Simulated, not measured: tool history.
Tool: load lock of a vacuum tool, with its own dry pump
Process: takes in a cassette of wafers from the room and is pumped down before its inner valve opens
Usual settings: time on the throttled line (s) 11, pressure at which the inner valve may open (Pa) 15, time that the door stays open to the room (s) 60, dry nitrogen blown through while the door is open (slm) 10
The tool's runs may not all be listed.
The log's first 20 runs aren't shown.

| run | hour | time on the throttled line (s) | pressure at which the inner valve may open (Pa) | time that the door stays open to the room (s) | dry nitrogen blown through while the door is open (slm) | hours that the pump has run since its overhaul | times that the door has closed on its seal | incoming humidity of the room's air, % | time from the closed door until the inner valve may open (s) | rise of the pressure with all valves shut (Pa/min) |
|---|---|---|---|---|---|---|---|---|---|---|
| 21 | 1961.1 | 11 | 15 | 32 | 21 | 10237 | 7420 | 43.6 | 19.2 | 0.046 |
| 22 | 2027.4 | 21 | 15 | 60 | 10 | 10303 | 7500 | 45.8 | 27.4 | 0.071 |
| 23 | 2109.4 | 14 | 14 | 38 | 25 | 10385 | 7599 | 42.8 | 21.4 | 0.044 |
| 24 | 2206.9 | 14 | 22 | 42 | 25 | 10482 | 7717 | 42.6 | 20.6 | 0.046 |
| 25 | 2323.5 | 14 | 22 | 42 | 25 | 10599 | 7857 | 44.6 | 21.1 | 0.051 |
| 26 | 2423.4 | 14 | 22 | 42 | 25 | 10699 | 7978 | 42.5 | 21.3 | 0.045 |
| 27 | 2546.7 | 7 | 22 | 42 | 14 | 10822 | 8126 | 44.7 | 15.3 | 0.063 |
| 28 | 2640.2 | 7 | 12 | 42 | 33 | 10916 | 8239 | 40.6 | 16.2 | 0.039 |
| 29 | 2721.8 | 7 | 12 | 42 | 33 | 10997 | 8338 | 44.8 | 16.2 | 0.045 |
| 30 | 2818.7 | 14 | 24 | 60 | 10 | 11094 | 8454 | 47.7 | 21.1 | 0.075 |
| 31 | 2934.3 | 14 | 24 | 231 | 6 | 11210 | 8594 | 43.8 | 21.3 | 0.123 |
| 32 | 3049.6 | 15 | 12 | 60 | 5 | 11325 | 8733 | 48.1 | 22.7 | 0.087 |
| 33 | 3135.7 | 10 | 17 | 60 | 30 | 11411 | 8837 | 48.8 | 18.7 | 0.063 |
| 34 | 3259.6 | 10 | 17 | 60 | 30 | 11535 | 8986 | 45.7 | 18.3 | 0.056 |
| 35 | 3370.5 | 12 | 22 | 60 | 9 | 11646 | 9120 | 46.8 | 19.6 | 0.075 |
| 36 | 3430.2 | 18 | 15 | 143 | 9 | 11706 | 9192 | 46.2 | 25.1 | 0.098 |
| 37 | 3548.6 | 11 | 17 | 37 | 10 | 11824 | 9335 | 43.0 | 19.4 | 0.062 |
| 38 | 3632.0 | 11 | 17 | 37 | 10 | 11907 | 9435 | 46.3 | 19.2 | 0.061 |

Forecast each of these 3 alternatives for the next run:
| A | 3717.1 | 14 | 17 | 38 | 6 | 11992 | 9538 | 42.0 | ? | ? |
| B | 3717.1 | 11 | 21 | 170 | 10 | 11992 | 9538 | 49.0 | ? | ? |
| C | 3717.1 | 16 | 12 | 37 | 10 | 11992 | 9538 | 44.0 | ? | ? |

| run | time from the closed door until the inner valve may open (s) | rise of the pressure with all valves shut (Pa/min) |
|---|---|---|
| A | 21.9 | 0.069 |
| B | 18.7 | 0.107 |
| C | 23.6 | 0.064 |
Without the tool's hidden state the same runs would have given:
| run | time from the closed door until the inner valve may open (s) | rise of the pressure with all valves shut (Pa/min) |
|---|---|---|
| A | 21.9 | 0.069 |
| B | 18.7 | 0.107 |
| C | 23.6 | 0.064 |

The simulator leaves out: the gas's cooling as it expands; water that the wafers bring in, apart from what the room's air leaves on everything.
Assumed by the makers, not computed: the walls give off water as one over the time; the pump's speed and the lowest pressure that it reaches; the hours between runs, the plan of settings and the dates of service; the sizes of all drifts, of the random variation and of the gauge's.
